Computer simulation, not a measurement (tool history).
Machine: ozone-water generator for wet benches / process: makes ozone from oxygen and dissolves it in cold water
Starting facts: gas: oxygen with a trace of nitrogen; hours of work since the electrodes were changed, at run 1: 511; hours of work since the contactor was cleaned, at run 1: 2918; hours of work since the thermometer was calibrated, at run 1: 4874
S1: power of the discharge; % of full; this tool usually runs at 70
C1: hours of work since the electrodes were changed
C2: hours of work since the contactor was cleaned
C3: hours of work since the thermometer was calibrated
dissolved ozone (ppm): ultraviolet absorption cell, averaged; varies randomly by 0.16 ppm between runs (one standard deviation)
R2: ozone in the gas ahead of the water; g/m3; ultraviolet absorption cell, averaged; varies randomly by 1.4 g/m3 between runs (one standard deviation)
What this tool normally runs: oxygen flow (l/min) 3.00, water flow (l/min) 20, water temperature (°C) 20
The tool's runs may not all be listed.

run 1 hour=0.0 | S1=70 oxygen_flow_(l/min)=3.00 water_flow_(l/min)=20 water_temperature_(°C)=20 | C1=511 C2=2918 C3=4874 | dissolved_ozone_(ppm)=20.8 R2=250.5
run 2 hour=33.2 | S1=70 oxygen_flow_(l/min)=3.00 water_flow_(l/min)=20 water_temperature_(°C)=20 | C1=536 C2=2943 C3=4899 | dissolved_ozone_(ppm)=21.0 R2=251.7
run 3 hour=71.1 | S1=59 oxygen_flow_(l/min)=3.00 water_flow_(l/min)=20 water_temperature_(°C)=20 | C1=564 C2=2972 C3=4928 | dissolved_ozone_(ppm)=19.2 R2=227.6
run 4 hour=105.6 | S1=59 oxygen_flow_(l/min)=3.00 water_flow_(l/min)=20 water_temperature_(°C)=20 | C1=590 C2=2998 C3=4954 | dissolved_ozone_(ppm)=19.1 R2=226.1
run 5 hour=130.1 | S1=70 oxygen_flow_(l/min)=3.00 water_flow_(l/min)=20 water_temperature_(°C)=20 | C1=609 C2=3016 C3=4972 | dissolved_ozone_(ppm)=21.1 R2=251.1
run 6 hour=179.6 | S1=70 oxygen_flow_(l/min)=3.00 water_flow_(l/min)=14 water_temperature_(°C)=20 | C1=646 C2=3054 C3=5009 | dissolved_ozone_(ppm)=27.9 R2=251.2
run 7 hour=220.9 | S1=70 oxygen_flow_(l/min)=3.00 water_flow_(l/min)=20 water_temperature_(°C)=20 | C1=677 C2=3085 C3=5041 | dissolved_ozone_(ppm)=21.2 R2=251.3
run 8 hour=272.9 | S1=70 oxygen_flow_(l/min)=3.00 water_flow_(l/min)=20 water_temperature_(°C)=20 | C1=716 C2=3124 C3=5080 | dissolved_ozone_(ppm)=21.0 R2=249.3
run 9 hour=310.4 | S1=70 oxygen_flow_(l/min)=3.00 water_flow_(l/min)=20 water_temperature_(°C)=20 | C1=745 C2=3152 C3=5108 | dissolved_ozone_(ppm)=21.2 R2=248.7
run 10 hour=347.4 | S1=70 oxygen_flow_(l/min)=3.00 water_flow_(l/min)=20 water_temperature_(°C)=20 | C1=773 C2=3180 C3=5136 | dissolved_ozone_(ppm)=20.8 R2=249.3
run 11 hour=387.1 | S1=70 oxygen_flow_(l/min)=3.00 water_flow_(l/min)=20 water_temperature_(°C)=20 | C1=803 C2=3210 C3=5166 | dissolved_ozone_(ppm)=21.0 R2=250.6
run 12 hour=439.6 | S1=70 oxygen_flow_(l/min)=3.00 water_flow_(l/min)=20 water_temperature_(°C)=20 | C1=842 C2=3250 C3=5206 | dissolved_ozone_(ppm)=20.8 R2=250.3
run 13 hour=470.4 | S1=70 oxygen_flow_(l/min)=2.51 water_flow_(l/min)=20 water_temperature_(°C)=20 | C1=865 C2=3273 C3=5229 | dissolved_ozone_(ppm)=20.8 R2=282.2
run 14 hour=497.4 | S1=70 oxygen_flow_(l/min)=2.51 water_flow_(l/min)=20 water_temperature_(°C)=20 | C1=886 C2=3293 C3=5249 | dissolved_ozone_(ppm)=21.3 R2=281.8
run 15 hour=547.1 | S1=70 oxygen_flow_(l/min)=3.00 water_flow_(l/min)=20 water_temperature_(°C)=20 | C1=923 C2=3331 C3=5287 | dissolved_ozone_(ppm)=21.1 R2=251.0
run 16 hour=570.1 | S1=42 oxygen_flow_(l/min)=3.00 water_flow_(l/min)=20 water_temperature_(°C)=20 | C1=941 C2=3348 C3=5304 | dissolved_ozone_(ppm)=15.9 R2=188.1
run 17 hour=592.6 | S1=42 oxygen_flow_(l/min)=3.00 water_flow_(l/min)=20 water_temperature_(°C)=20 | C1=958 C2=3365 C3=5321 | dissolved_ozone_(ppm)=15.7 R2=186.1
run 18 hour=619.4 | S1=55 oxygen_flow_(l/min)=3.00 water_flow_(l/min)=14 water_temperature_(°C)=20 | C1=978 C2=3385 C3=5341 | dissolved_ozone_(ppm)=23.9 R2=215.1

Forecast run 19:
run 19 hour=647.3 | S1=68 oxygen_flow_(l/min)=2.96 water_flow_(l/min)=14 water_temperature_(°C)=25 | C1=999 C2=3406 C3=5362 | dissolved_ozone_(ppm)=? R2=?

{"run 19": {"dissolved ozone (ppm)": 25.5, "R2": 246.9}}
The same run, on a tool lacking any hidden state, would have yielded dissolved ozone (ppm) 26.3, R2 249.5 g/m3.
